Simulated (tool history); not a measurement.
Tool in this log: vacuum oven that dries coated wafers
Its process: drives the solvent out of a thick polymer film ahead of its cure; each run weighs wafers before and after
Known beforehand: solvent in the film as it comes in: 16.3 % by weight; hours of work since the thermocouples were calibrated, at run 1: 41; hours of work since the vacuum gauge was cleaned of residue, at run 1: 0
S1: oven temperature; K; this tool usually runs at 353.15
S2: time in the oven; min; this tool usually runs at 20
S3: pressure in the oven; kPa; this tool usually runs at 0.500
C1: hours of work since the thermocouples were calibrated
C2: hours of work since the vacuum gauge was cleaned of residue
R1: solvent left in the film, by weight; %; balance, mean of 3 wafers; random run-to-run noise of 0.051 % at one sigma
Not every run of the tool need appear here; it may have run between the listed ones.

run    hour      S1  S2     S3   C1    C2    R1
  1     0.0  353.15  20  0.500   41     0  0.82
  2    28.4  353.15  20  0.500   63    22  0.86
  3    88.2  353.15  20  0.500  109    68  0.94
  4   130.6  353.15  20  0.500  142   101  0.91
  5   158.6  353.15  20  0.500  164   123  0.93
  6   204.8  353.15  20  0.500  199   159  1.03
  7   249.2  353.15  20  0.500  234   193  1.01
  8   280.6  353.15  20  0.500  258   218  1.00
  9   324.7  353.15  20  0.500  292   252  1.06
 10   350.8  353.15  20  0.500  313   272  1.06
 11   400.0  353.15  20  0.500  351   310  1.02
 12   431.9  353.15  20  0.500  376   335  0.92
 13   469.6  353.15  20  0.500  405   364  1.02
 14   508.0  353.15  20  0.500  435   394  1.01
 15   559.4  353.15  20  0.500  475   434  1.03
 16   606.8  353.15  20  0.500  511   471  1.15
 17   668.1  366.15  20  0.500  559   518  0.45
 18   726.9  366.15  20  0.500  604   564  0.45
 19   781.3  342.15  20  0.500  647   606  2.87
 20   842.0  353.15  20  0.500  694   653  1.13
 21   868.0  353.15  20  0.300  714   673  1.03
 22   912.6  353.15  20  0.300  749   708  1.04
 23   941.0  353.15  20  0.300  771   730  1.08
 24  1002.6  353.15  32  0.500  818   778  0.75
     1007.9  -- oven's thermocouples calibrated
 25  1042.7  365.15  10  0.752   27   807  1.62
 26  1095.3  360.15  10  0.752   68   848  2.39
 27  1149.6  361.15  21  0.972  110   890  0.90
     1177.0  -- oven's thermocouples calibrated, once more
 28  1212.8  348.15  15  1.020   28   938  2.95
 29  1247.4  348.15  15  1.020   55   964  2.96
 30  1277.2  348.15  15  1.020   78   988  2.91
 31  1312.8  348.15  36  0.518  105  1015  0.92
 32  1340.2  348.15  36  0.518  127  1036  1.07
 33  1388.9  363.15  12  0.285  164  1074  1.16
 34  1451.1  363.15  12  0.285  213  1122  1.09
 35  1505.9  367.15  21  0.905  255  1165  0.61
     1519.8  -- vacuum gauge cleaned of residue and calibrated
 36  1541.4  367.15  21  0.905  281    17  0.38
 37  1590.9  348.15  28  1.496  320    55  1.70
 38  1632.3  340.15  11  0.500  352    87  5.32
 39  1674.0  340.15  11  0.500  384   120  5.40
 40  1724.9  340.15  11  0.500  424   159  5.58
 41  1756.8  340.15  11  0.500  449   184  5.54
 42  1817.0  347.15  11  1.426  495   231  4.66
 43  1856.0  355.15  20  1.231  526   261  1.24
 44  1899.4  353.15  20  1.231  559   294  1.62

Entry by entry between the runs, the difference in hidden state between the last listed run before and the first listed run after:
Between runs 24 and 25: oven's thermocouples calibrated (hour 1007.9)
  true wafer temperature over the reading, C: -1.54 -> -1.75; true pressure over the reading, kPa: 0.383 -> 0.399
  measured less the result without the state, R1: +0.34 -> +0.38 %
Between runs 27 and 28: oven's thermocouples calibrated, once more (hour 1177.0)
  true wafer temperature over the reading, C: -1.9 -> 0.2; true pressure over the reading, kPa: 0.439 -> 0.464
  measured less the result without the state, R1: +0.33 -> +0.33 %
Between runs 35 and 36: vacuum gauge cleaned of residue and calibrated (hour 1519.8)
  true wafer temperature over the reading, C: -0.19 -> -0.24; true pressure over the reading, kPa: 0.58 -> 0.012
  measured less the result without the state, R1: +0.25 -> +0.01 %
